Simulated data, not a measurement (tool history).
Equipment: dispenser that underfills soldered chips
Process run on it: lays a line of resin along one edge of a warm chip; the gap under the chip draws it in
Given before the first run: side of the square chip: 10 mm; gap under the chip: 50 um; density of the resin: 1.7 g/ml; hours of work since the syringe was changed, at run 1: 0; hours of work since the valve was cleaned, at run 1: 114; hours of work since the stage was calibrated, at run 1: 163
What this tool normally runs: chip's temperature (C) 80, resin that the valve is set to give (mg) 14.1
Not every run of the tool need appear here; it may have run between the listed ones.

run   hour  chip's temperature (C)  resin that the valve is set to give (mg)  hours of work since the syringe was changed  hours of work since the valve was cleaned  hours of work since the stage was calibrated  time until the resin shows at the far edge (s)  resin that the valve gave (mg)
  1    0.0                      80                                      14.1                                            0                                        114                                           163                                            41.4                           13.24
  2    4.7                      80                                      14.1                                            4                                        117                                           166                                            50.1                           13.11
      11.4  -- new syringe of resin
  3   11.5                      80                                      14.1                                            0                                        121                                           171                                            40.9                           13.07
  4   16.6                      80                                      14.1                                            3                                        124                                           174                                            49.1                           13.13
  5   21.2                      80                                      14.1                                            6                                        127                                           177                                            59.4                           13.03
      23.2  -- new syringe of resin
  6   26.6                      80                                      14.1                                            2                                        131                                           181                                            45.2                           12.98
      35.4  -- new syringe of resin
  7   35.4                      80                                      15.0                                            0                                        136                                           186                                            39.5                           13.81
      39.6  -- dispensing valve cleaned and set on the balance
  8   44.5                      80                                      18.0                                            5                                          3                                           192                                            53.3                           17.93
      48.7  -- new syringe of resin
  9   54.9                      80                                      14.1                                            4                                         10                                           198                                            49.1                           14.07
      60.9  -- new syringe of resin
 10   61.3                      80                                      14.1                                            0                                         14                                           202                                            41.0                           13.94
 11   69.4                      80                                      14.1                                            6                                         19                                           208                                            53.7                           14.02
      73.0  -- new syringe of resin
 12   76.4                      80                                      14.1                                            2                                         24                                           212                                            45.9                           13.98
 13   83.6                      72                                      12.8                                            7                                         29                                           217                                            84.6                           12.66
      85.4  -- new syringe of resin
 14   93.7                      86                                      14.1                                            5                                         35                                           223                                            42.1                           13.81
      97.6  -- new syringe of resin
 15  105.3                      94                                      17.4                                            5                                         43                                           231                                            28.5                           17.11
     109.9  -- new syringe of resin
 16  115.1                      74                                      12.8                                            3                                         49                                           237                                            61.0                           12.47
 17  120.4                      84                                      18.1                                            7                                         52                                           241                                            47.7                           17.58
     122.0  -- new syringe of resin
 18  125.6                      66                                      14.1                                            2                                         56                                           244                                            83.9                           13.73
     134.2  -- new syringe of resin
 19  135.6                      66                                      15.9                                            1                                         62                                           250                                            78.9                           15.27
 20  140.6                      68                                      15.9                                            4                                         65                                           254                                            86.2                           15.23
     145.8  -- new syringe of resin
 21  150.5                      72                                      17.5                                            3                                         72                                           260                                            65.8                           16.76
     158.0  -- new syringe of resin
 22  158.8                      72                                      17.5                                            1                                         77                                           265                                            56.3                           16.60
 23  168.7                      74                                      15.5                                            7                                         84                                           272                                            74.8                           14.64

Selected run-to-run steps in time until the resin shows at the far edge (s), each split into two signed amounts: the part the tool would show with no hidden state at all (from settings, incoming material and random variation), and the remainder, which goes to the hidden state together with any gauge scatter not common to the measured and the hidden-state-free results:
The hidden state here: resin's viscosity, % of fresh resin's; dose that the valve gives, % of what is set; true chip temperature over the reading, C; drift of the gauge itself on fill_s, %; drift of the gauge itself on given_mg, %.
Run 12 -> 13: chip's temperature (C) 80 -> 72, resin that the valve is set to give (mg) 14.1 -> 12.8. time until the resin shows at the far edge (s) +38.7: hidden state +21.5, all else +17.2.
Run 13 -> 14: chip's temperature (C) 72 -> 86, resin that the valve is set to give (mg) 12.8 -> 14.1, new syringe of resin. time until the resin shows at the far edge (s) -42.5: hidden state -15.3, all else -27.2.
Run 22 -> 23: chip's temperature (C) 72 -> 74, resin that the valve is set to give (mg) 17.5 -> 15.5. time until the resin shows at the far edge (s) +18.5: hidden state +24.3, all else -5.8.
